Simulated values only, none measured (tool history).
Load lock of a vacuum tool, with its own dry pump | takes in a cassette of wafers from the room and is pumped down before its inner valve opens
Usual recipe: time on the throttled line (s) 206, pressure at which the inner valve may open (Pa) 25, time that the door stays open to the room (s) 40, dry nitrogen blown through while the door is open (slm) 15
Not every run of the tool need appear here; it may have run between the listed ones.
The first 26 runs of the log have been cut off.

run	hour	time on the throttled line (s)	pressure at which the inner valve may open (Pa)	time that the door stays open to the room (s)	dry nitrogen blown through while the door is open (slm)	incoming humidity of the room's air, %	time from the closed door until the inner valve may open (s)	rise of the pressure with all valves shut (Pa/min)
27	8748.5	206	31	37	15	49.4	266	0.064
28	9028	206	34	37	15	45.5	265.6	0.055
29	9393.9	206	34	37	15	45.2	265.7	0.058
30	9890.8	206	25	60	11	47.5	268.8	0.08
31	10369.4	206	25	60	11	47.4	269.7	0.077
32	10724.5	177	32	62	12	47.2	242	0.079
33	11215.8	348	24	179	8	44.6	393.7	0.122
34	11460.4	348	24	179	8	46	393.5	0.128
35	11894.2	206	19	112	35	42.9	274	0.073
36	12223.7	368	19	55	35	46.2	413.3	0.064
# hour 12446.3: dry pump taken out, an overhauled one fitted
37	12653.9	206	25	40	10	41.8	263.1	0.074

Forecast each of these 4 alternatives for the next run:
A	12954.2	183	25	40	10	40.5	?	?
B	12954.2	206	44	176	15	44.9	?	?
C	12954.2	206	25	40	12	47.1	?	?
D	12954.2	206	31	40	10	46.2	?	?

run	time from the closed door until the inner valve may open (s)	rise of the pressure with all valves shut (Pa/min)
A	243.5	0.076
B	257.4	0.118
C	263.4	0.073
D	261.3	0.079
With the hidden condition removed and each run's random variation left untouched, the same runs would have given:
run	time from the closed door until the inner valve may open (s)	rise of the pressure with all valves shut (Pa/min)
A	243.1	0.036
B	257	0.078
C	263	0.033
D	260.9	0.04
